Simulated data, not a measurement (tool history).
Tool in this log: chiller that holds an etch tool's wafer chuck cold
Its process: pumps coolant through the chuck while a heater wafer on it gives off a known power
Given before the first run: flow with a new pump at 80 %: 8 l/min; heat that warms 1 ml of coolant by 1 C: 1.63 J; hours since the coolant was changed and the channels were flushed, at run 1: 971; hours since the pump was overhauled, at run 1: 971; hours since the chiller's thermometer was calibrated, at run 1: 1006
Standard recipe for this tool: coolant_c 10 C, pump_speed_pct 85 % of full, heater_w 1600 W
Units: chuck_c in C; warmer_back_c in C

run	hour	coolant_c	pump_speed_pct	heater_w	hours since the coolant was changed and the channels were flushed	hours since the pump was overhauled	hours since the chiller's thermometer was calibrated	chuck_c	warmer_back_c
1	0	10	85	1600	971	971	1006	22.7	7.14
2	31.6	10	62	1600	1003	1003	1038	26	9.99
3	67.3	10	91	1600	1039	1039	1074	21.9	6.68
4	85.4	10	91	1600	1057	1057	1092	22.3	6.64
5	111.1	10	85	1189	1082	1082	1117	19.5	5.32
6	130.2	10	66	1600	1102	1102	1137	25.4	9.37
7	157.2	11	85	1600	1129	1129	1164	23.7	7.21
8	185.1	11	85	939	1156	1156	1191	18.4	4.26
9	220.3	11	85	939	1192	1192	1227	18.7	4.19
10	246.4	10	86	1600	1218	1218	1253	22.9	7.15
11	278.6	10	86	1600	1250	1250	1285	22.5	7.14
12	297.5	10	86	1600	1269	1269	1304	22.7	7.12
13	320.6	10	84	1600	1292	1292	1327	23	7.35
14	336.4	10	67	1600	1308	1308	1343	25.5	9.26
15	366.2	10	85	1600	1338	1338	1373	23	7.26
16	383.9	10	85	1600	1355	1355	1390	22.9	7.29
17	408.8	10	85	1600	1380	1380	1415	22.8	7.3
18	439.6	20	84	1651	1411	1411	1446	33.4	7.6
19	475.2	20	84	1960	1447	1447	1482	36.1	9.1
20	499.5	20	84	1960	1471	1471	1506	36.3	9.06
21	523.7	10	67	889	1495	1495	1530	18.4	5.28
22	556	10	67	889	1527	1527	1562	18.5	5.26
# hour 564.1: coolant pump overhauled
23	582.7	3	85	1600	1549	19	1584	16.2	7.53
24	613.8	13	64	1112	1580	50	1615	24.3	7.01
25	649.7	11	85	1161	1616	86	1651	20.6	5.5
26	674.6	6	82	1103	1641	111	1676	15.1	5.39
27	700.9	0	98	1600	1667	137	1702	11.7	6.56
28	717.3	10	72	947	1684	153	1719	18.7	5.29
29	740.6	10	72	947	1707	177	1742	18.7	5.28
# hour 764.2: coolant pump overhauled, once more
30	782.2	10	72	947	1744	18	1779	18.2	4.84
31	804	10	72	947	1765	40	1800	18.2	4.86

Predict each of these 4 candidate next runs independently; none follows another, all start after run 31:
A	833.3	3	85	1509	1795	69	1830	?	?
B	833.3	14	90	1809	1795	69	1830	?	?
C	833.3	10	72	1130	1795	69	1830	?	?
D	833.3	10	96	1909	1795	69	1830	?	?

run	chuck_c	warmer_back_c
A	14.6	6.5
B	27.7	7.37
C	19.8	5.82
D	23.8	7.26
With the hidden condition removed and each run's random variation left untouched, the same runs would have given:
run	chuck_c	warmer_back_c
A	14.3	6.48
B	27.2	7.34
C	19.6	5.79
D	23.3	7.22

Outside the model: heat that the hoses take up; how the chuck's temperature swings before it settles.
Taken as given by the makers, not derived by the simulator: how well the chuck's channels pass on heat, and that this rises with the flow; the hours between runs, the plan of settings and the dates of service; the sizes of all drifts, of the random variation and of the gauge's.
